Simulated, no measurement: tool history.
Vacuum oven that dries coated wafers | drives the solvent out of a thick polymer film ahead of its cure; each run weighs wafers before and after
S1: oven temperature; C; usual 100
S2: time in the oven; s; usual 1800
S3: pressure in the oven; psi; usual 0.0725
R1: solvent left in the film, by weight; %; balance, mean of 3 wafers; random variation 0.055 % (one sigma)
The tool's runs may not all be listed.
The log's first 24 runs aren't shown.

run 25 hour=1764.7 | S1=112 S2=1500 S3=0.0380 | R1=0.56
run 26 hour=1879.7 | S1=112 S2=1500 S3=0.0380 | R1=0.59
run 27 hour=1933.5 | S1=94 S2=1500 S3=0.1199 | R1=5.43
run 28 hour=2019.2 | S1=92 S2=960 S3=0.2271 | R1=8.98
run 29 hour=2077.6 | S1=111 S2=1500 S3=0.1088 | R1=1.18
run 30 hour=2128.4 | S1=92 S2=1020 S3=0.0725 | R1=7.81
run 31 hour=2242.5 | S1=92 S2=1020 S3=0.0725 | R1=7.76
run 32 hour=2338.1 | S1=92 S2=1020 S3=0.0725 | R1=7.73
run 33 hour=2433.0 | S1=87 S2=2700 S3=0.0728 | R1=5.04
run 34 hour=2549.7 | S1=100 S2=960 S3=0.1983 | R1=5.98
run 35 hour=2666.6 | S1=100 S2=1920 S3=0.2094 | R1=3.39
run 36 hour=2719.4 | S1=93 S2=2220 S3=0.1537 | R1=4.78
run 37 hour=2839.6 | S1=94 S2=2580 S3=0.1537 | R1=3.86
run 38 hour=2960.3 | S1=100 S2=2220 S3=0.1123 | R1=2.36
run 39 hour=3034.8 | S1=100 S2=2220 S3=0.0393 | R1=1.80
run 40 hour=3089.2 | S1=108 S2=2580 S3=0.0725 | R1=0.77
run 41 hour=3180.3 | S1=89 S2=1260 S3=0.0725 | R1=8.06
-- hour=3241.1 oven's thermocouples calibrated
run 42 hour=3284.5 | S1=89 S2=1980 S3=0.1991 | R1=7.21
run 43 hour=3386.5 | S1=85 S2=1800 S3=0.1085 | R1=8.14
run 44 hour=3458.6 | S1=92 S2=2760 S3=0.0474 | R1=3.31
run 45 hour=3559.7 | S1=103 S2=2160 S3=0.0725 | R1=1.58
run 46 hour=3650.4 | S1=103 S2=2160 S3=0.0725 | R1=1.57

3 ways to go on from here, each from the tool as it stands after run 46. What would each give?
run A hour=3761.0 | S1=113 S2=3120 S3=0.1176 | R1=?
run B hour=3761.0 | S1=108 S2=1980 S3=0.0785 | R1=?
run C hour=3761.0 | S1=102 S2=1800 S3=0.0576 | R1=?

run=A R1=0.85
run=B R1=1.19
run=C R1=2.18
Without the tool's hidden state the same runs would have given:
run=A R1=0.58
run=B R1=0.83
run=C R1=1.70

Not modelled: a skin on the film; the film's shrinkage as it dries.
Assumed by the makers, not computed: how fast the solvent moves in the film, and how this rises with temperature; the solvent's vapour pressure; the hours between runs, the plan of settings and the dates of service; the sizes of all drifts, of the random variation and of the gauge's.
